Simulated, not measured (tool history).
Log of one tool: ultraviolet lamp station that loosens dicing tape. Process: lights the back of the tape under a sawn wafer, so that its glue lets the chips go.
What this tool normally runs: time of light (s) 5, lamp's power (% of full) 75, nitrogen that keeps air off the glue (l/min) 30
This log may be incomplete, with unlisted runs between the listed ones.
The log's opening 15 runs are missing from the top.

run	hour	time of light (s)	lamp's power (% of full)	nitrogen that keeps air off the glue (l/min)	force that peels the tape off (N)	light that reached the tape (mJ/cm2)
16	205.1	5	75	11	1.512	308
17	216	10	91	12	0.307	731
# hour 217.6: window cleaned of glue's vapour
18	227	3	67	30	2.413	152
19	241.9	5	74	55	0.559	273
20	250.1	2	76	32	3.266	113
21	261.4	5	78	14	1.398	286
# hour 275.2: window cleaned of glue's vapour, once more
22	275.2	5	66	11	1.517	302
23	286.3	5	66	11	1.544	296
24	295.9	5	66	11	1.602	296

Predict the results of run 25:
25	306.1	5	66	11	?	?

Run 25 came out at force that peels the tape off (N) 1.587, light that reached the tape (mJ/cm2) 299.
The same run, on a tool lacking any hidden state, would have yielded force that peels the tape off (N) 1.272, light that reached the tape (mJ/cm2) 340.
